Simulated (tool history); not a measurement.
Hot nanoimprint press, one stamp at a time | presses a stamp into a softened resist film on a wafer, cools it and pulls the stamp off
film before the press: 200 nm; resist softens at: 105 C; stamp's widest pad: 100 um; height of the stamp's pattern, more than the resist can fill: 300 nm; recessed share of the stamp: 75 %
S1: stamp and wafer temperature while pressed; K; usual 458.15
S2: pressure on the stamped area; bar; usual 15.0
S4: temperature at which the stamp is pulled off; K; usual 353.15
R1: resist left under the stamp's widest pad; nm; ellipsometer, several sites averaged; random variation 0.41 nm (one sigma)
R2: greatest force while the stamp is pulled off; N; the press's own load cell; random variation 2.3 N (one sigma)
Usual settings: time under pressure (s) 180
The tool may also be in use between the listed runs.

run 1 hour=0.0 | S1=458.15 S2=15.0 time_under_pressure_(s)=180 S4=353.15 | R1=81.9 R2=194
run 2 hour=7.3 | S1=458.15 S2=15.0 time_under_pressure_(s)=180 S4=353.15 | R1=82.0 R2=193
run 3 hour=20.1 | S1=458.15 S2=15.0 time_under_pressure_(s)=180 S4=340.15 | R1=82.5 R2=211
run 4 hour=30.0 | S1=458.15 S2=15.0 time_under_pressure_(s)=180 S4=340.15 | R1=81.9 R2=212
run 5 hour=37.4 | S1=458.15 S2=15.0 time_under_pressure_(s)=180 S4=340.15 | R1=83.0 R2=212
run 6 hour=47.5 | S1=458.15 S2=15.0 time_under_pressure_(s)=178 S4=340.15 | R1=83.1 R2=216
run 7 hour=60.3 | S1=458.15 S2=13.6 time_under_pressure_(s)=178 S4=340.15 | R1=87.0 R2=212
run 8 hour=72.4 | S1=458.15 S2=13.6 time_under_pressure_(s)=178 S4=347.15 | R1=86.7 R2=202
run 9 hour=91.0 | S1=458.15 S2=15.0 time_under_pressure_(s)=196 S4=353.15 | R1=80.0 R2=179
run 10 hour=100.9 | S1=458.15 S2=15.0 time_under_pressure_(s)=180 S4=353.15 | R1=83.6 R2=174
run 11 hour=111.2 | S1=447.15 S2=15.0 time_under_pressure_(s)=180 S4=353.15 | R1=133.4 R2=182
run 12 hour=126.7 | S1=447.15 S2=15.0 time_under_pressure_(s)=180 S4=353.15 | R1=133.4 R2=175
run 13 hour=134.3 | S1=447.15 S2=15.0 time_under_pressure_(s)=180 S4=353.15 | R1=133.6 R2=183
run 14 hour=141.5 | S1=458.15 S2=15.0 time_under_pressure_(s)=140 S4=353.15 | R1=92.1 R2=184
run 15 hour=149.7 | S1=458.15 S2=15.0 time_under_pressure_(s)=140 S4=353.15 | R1=91.8 R2=179
run 16 hour=162.3 | S1=458.15 S2=15.0 time_under_pressure_(s)=140 S4=353.15 | R1=91.8 R2=185
run 17 hour=167.6 | S1=458.15 S2=15.0 time_under_pressure_(s)=140 S4=353.15 | R1=91.7 R2=186
run 18 hour=176.0 | S1=468.15 S2=12.0 time_under_pressure_(s)=180 S4=340.15 | R1=59.2 R2=194
run 19 hour=182.8 | S1=450.15 S2=12.5 time_under_pressure_(s)=108 S4=351.15 | R1=144.2 R2=185
run 20 hour=191.6 | S1=450.15 S2=12.5 time_under_pressure_(s)=108 S4=351.15 | R1=144.3 R2=185
run 21 hour=199.8 | S1=464.15 S2=12.1 time_under_pressure_(s)=180 S4=357.15 | R1=69.2 R2=178
run 22 hour=205.7 | S1=464.15 S2=12.1 time_under_pressure_(s)=180 S4=357.15 | R1=70.1 R2=180
run 23 hour=215.0 | S1=458.15 S2=9.0 time_under_pressure_(s)=209 S4=353.15 | R1=97.1 R2=190
run 24 hour=224.1 | S1=458.15 S2=9.0 time_under_pressure_(s)=209 S4=353.15 | R1=98.1 R2=185
run 25 hour=235.8 | S1=456.15 S2=16.1 time_under_pressure_(s)=209 S4=353.15 | R1=84.6 R2=190
run 26 hour=247.7 | S1=458.15 S2=15.0 time_under_pressure_(s)=91 S4=353.15 | R1=107.4 R2=191
run 27 hour=257.3 | S1=458.15 S2=15.0 time_under_pressure_(s)=91 S4=353.15 | R1=107.9 R2=191
run 28 hour=270.0 | S1=466.15 S2=15.0 time_under_pressure_(s)=163 S4=353.15 | R1=59.8 R2=194
run 29 hour=278.5 | S1=466.15 S2=15.0 time_under_pressure_(s)=163 S4=353.15 | R1=61.4 R2=187

Taken out of this log: 3 entries between the listed runs. Where each belongs, and how the hidden state differs across it:
Between runs 8 and 9: stamp cleaned and given a new release coat (hour 78.9)
  true temperature over the reading, C: -0.07 -> -0.09; pressure that arrives at the usual setting, %: 99.37 -> 99.34; grip of the stamp's worn release coat, % over a new coat's: 12.9 -> 0.6
  measured less the result without the state, R1: +0.5 -> +0.6 nm; R2: +23 -> +1 N
Between runs 11 and 12: plate thermocouple calibrated (hour 114.8)
  true temperature over the reading, C: -0.13 -> -0.22; pressure that arrives at the usual setting, %: 99.3 -> 99.28; grip of the stamp's worn release coat, % over a new coat's: 1.5 -> 2.1
  measured less the result without the state, R1: +0.9 -> +1.4 nm; R2: +3 -> +4 N
Between runs 19 and 20: plate thermocouple calibrated, once more (hour 188.4)
  true temperature over the reading, C: -0.31 -> -0.17; pressure that arrives at the usual setting, %: 99.17 -> 99.15; grip of the stamp's worn release coat, % over a new coat's: 4.8 -> 5.1
  measured less the result without the state, R1: +1.6 -> +1.1 nm; R2: +9 -> +9 N
